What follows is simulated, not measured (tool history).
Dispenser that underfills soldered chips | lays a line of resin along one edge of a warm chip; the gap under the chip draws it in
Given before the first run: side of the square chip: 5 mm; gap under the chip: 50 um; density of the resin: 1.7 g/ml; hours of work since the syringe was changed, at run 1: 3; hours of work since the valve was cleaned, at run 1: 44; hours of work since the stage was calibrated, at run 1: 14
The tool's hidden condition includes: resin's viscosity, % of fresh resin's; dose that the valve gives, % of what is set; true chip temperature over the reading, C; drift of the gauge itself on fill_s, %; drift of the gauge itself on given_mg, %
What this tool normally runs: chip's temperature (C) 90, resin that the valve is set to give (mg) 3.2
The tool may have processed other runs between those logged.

run  hour  chip's temperature (C)  resin that the valve is set to give (mg)  hours of work since the syringe was changed  hours of work since the valve was cleaned  hours of work since the stage was calibrated  time until the resin shows at the far edge (s)  resin that the valve gave (mg)
  1     0                      90                                       3.2                                            3                                         44                                            14                                             6.6                            3.15
  2   3.3                      90                                       3.2                                            5                                         47                                            16                                             7.8                            3.17
  3   5.7                      90                                       3.2                                            7                                         49                                            18                                             8.4                            3.12
  4   8.5                      90                                      3.08                                            9                                         51                                            20                                             8.9                            3.02
  5  10.5                      90                                      3.08                                           11                                         53                                            22                                             9.9                            3.03
     11.7  -- new syringe of resin
  6  14.8                      90                                      3.08                                            2                                         56                                            25                                               7                            2.97
  7  19.3                      90                                      3.98                                            6                                         59                                            28                                             7.5                             3.9
  8  21.8                      90                                      3.98                                            8                                         61                                            30                                             8.4                            3.89
  9  25.2                      90                                       3.2                                           11                                         64                                            33                                             9.4                            3.11
     26.6  -- new syringe of resin
 10  28.5                      86                                       3.2                                            2                                         66                                            35                                             7.8                            3.12
 11  33.2                      90                                       3.2                                            5                                         70                                            39                                             7.7                            3.12
 12  37.9                      90                                      3.06                                            9                                         74                                            43                                             9.1                            2.98
     41.7  -- new syringe of resin
 13  42.1                      90                                      3.06                                            0                                         77                                            46                                             6.1                            2.99

Run 14 is up next; what results do you expect?
 14  45.2                      90                                      3.06                                            3                                         79                                            48                                               ?                               ?

Run 14 gave time until the resin shows at the far edge (s) 7.9, resin that the valve gave (mg) 2.97.
If the tool had no hidden condition, the same run with the same run-to-run variation would have returned time until the resin shows at the far edge (s) 7, resin that the valve gave (mg) 3.06.
